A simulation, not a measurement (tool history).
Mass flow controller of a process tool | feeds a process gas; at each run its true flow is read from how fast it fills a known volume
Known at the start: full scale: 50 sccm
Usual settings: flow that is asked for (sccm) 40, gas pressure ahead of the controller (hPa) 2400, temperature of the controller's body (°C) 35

run	hour	flow that is asked for (sccm)	gas pressure ahead of the controller (hPa)	temperature of the controller's body (°C)	true flow (%)
1	0.0	40	2400	35	100.91
2	50.0	40	2400	35	101.02
3	153.7	40	2400	24	100.66
4	257.2	40	2400	24	100.76
5	332.1	40	2400	24	100.78
6	443.6	40	2400	24	100.66
7	497.8	40	2400	24	100.60
8	571.9	40	2400	24	100.71
9	664.9	40	2400	24	100.70
10	744.8	8	2400	35	96.48
11	805.9	8	2400	35	96.63
12	926.2	7	2400	35	95.94
13	999.2	7	2400	35	95.78
14	1076.5	14	2370	21	98.31
15	1172.7	16	2400	27	98.65
16	1264.7	46	2480	27	101.19
17	1352.5	17	1430	35	98.72
18	1407.6	17	1430	35	98.70
19	1489.2	18	2420	35	99.40
20	1587.5	18	2420	35	99.30
21	1703.7	30	1530	21	99.72
22	1776.6	30	1530	21	99.66
23	1860.2	7	2400	22	94.84
24	1960.5	7	2460	34	95.10
# hour 1986.9: controller's zero set anew
25	2041.9	6	1580	30	100.38

Forecast each of these 5 alternatives for the next run:
A	2116.7	48	1650	24	?
B	2116.7	31	1790	35	?
C	2116.7	6	1580	30	?
D	2116.7	25	1470	30	?
E	2116.7	28	1590	23	?

run	true flow (%)
A	101.93
B	101.81
C	100.37
D	101.35
E	101.34
Without the tool's hidden state the same runs would have given:
run	true flow (%)
A	99.80
B	99.71
C	98.70
D	99.28
E	99.26
